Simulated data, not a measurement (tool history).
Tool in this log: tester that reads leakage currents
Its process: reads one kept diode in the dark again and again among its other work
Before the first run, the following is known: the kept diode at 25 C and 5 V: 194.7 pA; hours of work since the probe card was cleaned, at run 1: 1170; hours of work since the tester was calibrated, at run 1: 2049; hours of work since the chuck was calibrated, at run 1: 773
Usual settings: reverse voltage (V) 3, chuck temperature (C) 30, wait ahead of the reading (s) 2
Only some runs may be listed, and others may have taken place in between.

run	hour	reverse voltage (V)	chuck temperature (C)	wait ahead of the reading (s)	hours of work since the probe card was cleaned	hours of work since the tester was calibrated	hours of work since the chuck was calibrated	current that the tester gives (pA)
1	0	3	30	2	1170	2049	773	242.33
2	74.7	3	30	2	1230	2109	832	243.36
# hour 136.4: chuck's temperature calibrated
3	160.1	5.27	30	2	1296	2176	19	300.11
4	225.2	5.27	30	2	1348	2228	71	302.53
5	323.2	3	30	2	1427	2306	149	220.36
6	386.6	3	30	2	1477	2357	200	221.92

Predict the results of run 7:
7	456.4	4.72	43	0.42	1533	2413	256	?

Run 7 measured current that the tester gives (pA) 755.05.
With the hidden condition absent and the run-to-run variation left alone, this run would have shown current that the tester gives (pA) 721.02.

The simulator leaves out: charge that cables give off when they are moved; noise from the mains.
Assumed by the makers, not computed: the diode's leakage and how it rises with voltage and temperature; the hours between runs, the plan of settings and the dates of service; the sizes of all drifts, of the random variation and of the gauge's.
